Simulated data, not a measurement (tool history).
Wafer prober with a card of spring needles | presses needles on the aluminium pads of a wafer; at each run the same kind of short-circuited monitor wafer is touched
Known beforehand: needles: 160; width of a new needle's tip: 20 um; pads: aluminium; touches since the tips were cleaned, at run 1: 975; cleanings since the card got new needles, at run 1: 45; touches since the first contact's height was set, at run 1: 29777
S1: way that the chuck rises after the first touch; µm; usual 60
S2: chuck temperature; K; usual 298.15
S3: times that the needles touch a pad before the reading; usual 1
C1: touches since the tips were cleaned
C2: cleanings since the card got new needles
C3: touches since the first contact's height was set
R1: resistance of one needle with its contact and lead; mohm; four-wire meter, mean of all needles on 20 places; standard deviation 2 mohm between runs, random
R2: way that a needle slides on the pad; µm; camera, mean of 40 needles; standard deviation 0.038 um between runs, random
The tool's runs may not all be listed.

run,hour,S1,S2,S3,C1,C2,C3,R1,R2
1,0,60,298.15,1,975,45,29777,269,13.32
# hour 15.8: tips cleaned on abrasive film
# hour 31.5: tips cleaned on abrasive film
2,33,60,298.15,1,727,47,45090,271,13.28
# hour 47.9: tips cleaned on abrasive film
3,47.9,60,298.15,1,0,48,51988,239,13.35
# hour 64.5: tips cleaned on abrasive film
4,77.9,60,298.15,1,6283,49,65955,355,13.2
# hour 80.9: tips cleaned on abrasive film
# hour 97.7: tips cleaned on abrasive film
5,107.8,60,298.15,1,4729,51,79804,350,13.19
# hour 113.4: tips cleaned on abrasive film
# hour 130.5: tips cleaned on abrasive film
6,138.7,60,298.15,1,3798,53,94100,335,13.21
# hour 147.8: tips cleaned on abrasive film
# hour 163.6: tips cleaned on abrasive film
7,169.9,60,298.15,1,2902,55,108556,331,13.11
# hour 179.3: tips cleaned on abrasive film
# hour 195.1: tips cleaned on abrasive film
8,199.7,60,324.15,1,2146,57,122385,318,13.16
# hour 211.6: tips cleaned on abrasive film
9,224.1,60,324.15,1,5825,58,133731,358,13.07
# hour 228.2: tips cleaned on abrasive film
# hour 244.9: tips cleaned on abrasive film
10,249.9,60,324.15,1,2308,60,145645,320,13.06
# hour 261.1: tips cleaned on abrasive film
# hour 278.5: tips cleaned on abrasive film
11,283.8,60,324.15,1,2476,62,161383,331,13
# hour 294.6: tips cleaned on abrasive film
# hour 312.4: tips cleaned on abrasive film
12,314.7,60,324.15,1,1067,64,175695,288,12.97
# hour 317.1: height of the first contact set anew
# hour 329.1: tips cleaned on abrasive film
13,330.8,60,324.15,1,780,65,6321,281,13.39
# hour 347.1: tips cleaned on abrasive film
14,355.5,60,324.15,3,3917,66,17797,268,13.37
# hour 363.8: tips cleaned on abrasive film
15,372,60,324.15,3,3783,67,25441,270,13.42
# hour 381.7: tips cleaned on abrasive film
16,392.8,60,324.15,2,5185,68,35131,306,13.32
# hour 399.4: tips cleaned on abrasive film
17,410.7,60,298.15,1,5301,69,43434,363,13.35
# hour 415.1: tips cleaned on abrasive film
# hour 431.2: tips cleaned on abrasive film
18,444.4,67,298.15,2,6151,71,59066,289,14.8
# hour 447: tips cleaned on abrasive film
# hour 464.1: tips cleaned on abrasive film
19,477,55,298.15,1,6027,73,74181,380,12.12
# hour 479.9: tips cleaned on abrasive film
# hour 495.5: tips cleaned on abrasive film
20,504.9,55,298.15,1,4361,75,87090,381,12.19
# hour 511.3: tips cleaned on abrasive film
# hour 527.7: tips cleaned on abrasive film
21,537.3,55,298.15,1,4484,77,102115,383,12.02
# hour 544.8: tips cleaned on abrasive film
22,559,60,336.15,2,6610,78,112182,309,13.15
# hour 561.5: tips cleaned on abrasive film
# hour 578: tips cleaned on abrasive film
23,583.1,60,336.15,2,2419,80,123365,297,13.08
# hour 595.1: tips cleaned on abrasive film
# hour 611.5: tips cleaned on abrasive film
24,611.7,60,336.15,2,62,82,136584,244,13.06
# hour 627.6: tips cleaned on abrasive film
# hour 643.8: tips cleaned on abrasive film
25,644.3,70,346.15,2,224,84,151701,247,15.28
# hour 660.1: tips cleaned on abrasive film
26,673.8,70,346.15,2,6375,85,165410,299,15.28
# hour 676.3: tips cleaned on abrasive film
# hour 693.7: tips cleaned on abrasive film
# hour 697.9: height of the first contact set anew
27,697.9,60,346.15,1,1840,87,0,317,13.53
# hour 710: tips cleaned on abrasive film
28,721.5,60,298.15,2,5359,88,10948,308,13.42
# hour 726.4: tips cleaned on abrasive film
# hour 743.2: tips cleaned on abrasive film
29,754.2,60,324.15,2,5148,90,26111,310,13.37
# hour 759.5: tips cleaned on abrasive film
# hour 776.3: tips cleaned on abrasive film
30,784.6,48,319.15,2,3849,92,40197,347,10.66

Hidden state or all else? Some run-to-run changes of R1, split into what the settings, what came in and random variation would give without the hidden state, and what is left for the hidden state (with any gauge scatter that isn't in both results):
Hidden state at play: debris on the tips, nm; way that the needles fall short of the set height, um; tips' diameter, um; drift of the gauge itself on contact_mohm, %; drift of the gauge itself on scrub_um, %.
Run 3 -> 4: tips cleaned on abrasive film. R1 +116 mohm: hidden state +116, all else +0.
Run 17 -> 18: S1 60 -> 67, S3 1 -> 2, tips cleaned on abrasive film, tips cleaned on abrasive film. R1 -74 mohm: hidden state -70, all else -4.
Run 18 -> 19: S1 67 -> 55, S3 2 -> 1, tips cleaned on abrasive film, tips cleaned on abrasive film. R1 +91 mohm: hidden state +90, all else +1.
Run 21 -> 22: S1 55 -> 60, S2 298.15 -> 336.15, S3 1 -> 2, tips cleaned on abrasive film. R1 -74 mohm: hidden state -76, all else +2.
